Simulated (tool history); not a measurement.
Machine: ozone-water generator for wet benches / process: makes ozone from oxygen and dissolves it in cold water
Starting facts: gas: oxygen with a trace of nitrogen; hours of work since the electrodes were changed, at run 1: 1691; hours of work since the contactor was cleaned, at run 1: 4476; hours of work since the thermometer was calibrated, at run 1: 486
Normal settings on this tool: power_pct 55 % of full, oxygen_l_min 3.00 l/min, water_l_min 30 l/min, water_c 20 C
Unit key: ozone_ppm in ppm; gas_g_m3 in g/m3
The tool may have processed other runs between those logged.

run,hour,power_pct,oxygen_l_min,water_l_min,water_c,hours of work since the electrodes were changed,hours of work since the contactor was cleaned,hours of work since the thermometer was calibrated,ozone_ppm,gas_g_m3
1,0.0,55,3.00,30,20,1691,4476,486,5.6,122.4
2,30.2,55,3.00,30,20,1718,4503,513,5.6,123.8
3,83.0,55,3.00,30,20,1765,4550,560,5.5,124.3
4,145.8,86,3.00,30,20,1822,4607,616,7.1,159.5
5,184.7,55,3.00,30,20,1856,4641,651,5.6,121.3
6,236.2,55,3.00,30,20,1902,4687,697,5.6,122.2
7,277.6,55,3.00,30,20,1939,4724,734,5.2,121.9
8,323.6,55,3.00,30,20,1981,4766,775,5.4,121.0
9,365.4,55,3.00,29,20,2018,4803,813,5.5,121.9
10,407.4,55,3.00,37,20,2055,4840,850,4.1,121.3
11,453.9,55,3.00,37,20,2097,4882,892,4.4,122.1
12,511.0,55,3.00,30,20,2148,4933,943,5.5,119.7
13,557.0,55,3.00,39,20,2189,4974,984,3.9,121.5
# hour 599.9: contactor cleaned
14,616.1,55,4.97,30,20,2238,15,1033,5.6,85.1
15,646.2,55,4.97,30,20,2265,41,1060,5.7,85.9
16,705.4,55,4.97,30,20,2318,94,1113,5.8,86.3
17,734.6,55,3.00,30,20,2344,120,1139,5.6,122.4
18,790.6,55,3.00,30,20,2394,170,1189,5.6,120.2
19,820.5,86,3.00,30,20,2421,197,1216,7.3,155.7
20,881.3,73,1.82,42,15,2475,252,1270,4.2,197.7
21,943.8,62,2.57,24,20,2531,307,1326,7.6,141.2
22,1006.1,62,2.57,24,20,2587,363,1382,7.5,143.1
23,1043.6,89,1.67,41,17,2620,397,1415,4.7,233.7
24,1073.1,55,1.52,43,26,2647,423,1442,3.2,188.9
25,1108.2,55,5.37,42,26,2678,454,1473,3.7,81.8
26,1162.3,84,2.68,30,15,2727,503,1521,7.2,163.5
27,1218.0,55,5.21,30,20,2776,552,1571,5.5,80.6
28,1264.2,52,3.00,30,16,2818,594,1612,5.6,116.2
29,1302.3,52,3.00,30,16,2852,628,1646,5.4,115.0
30,1342.1,52,3.00,30,16,2887,663,1682,5.4,114.1
31,1401.7,86,2.32,30,27,2941,717,1735,6.7,180.5
32,1462.5,55,3.00,29,20,2995,771,1790,5.7,117.3
33,1515.6,44,5.11,29,20,3042,818,1837,4.8,71.4

Across each entry between runs, compare the hidden state at the last listed run before it with the hidden state at the first listed run after it:
From run 13 to run 14: contactor cleaned (hour 599.9)
  yield of the discharge, % of new electrodes': 92 -> 91.7; contactor's efficiency, % of a clean one's: 91.3 -> 99.7; true water temperature over the reading, C: 0.05 -> 0.06
  the result without the hidden state subtracted from the measured one, ozone_ppm: -0.6 -> -0.4 ppm; gas_g_m3: -8.9 -> -6.4 g/m3

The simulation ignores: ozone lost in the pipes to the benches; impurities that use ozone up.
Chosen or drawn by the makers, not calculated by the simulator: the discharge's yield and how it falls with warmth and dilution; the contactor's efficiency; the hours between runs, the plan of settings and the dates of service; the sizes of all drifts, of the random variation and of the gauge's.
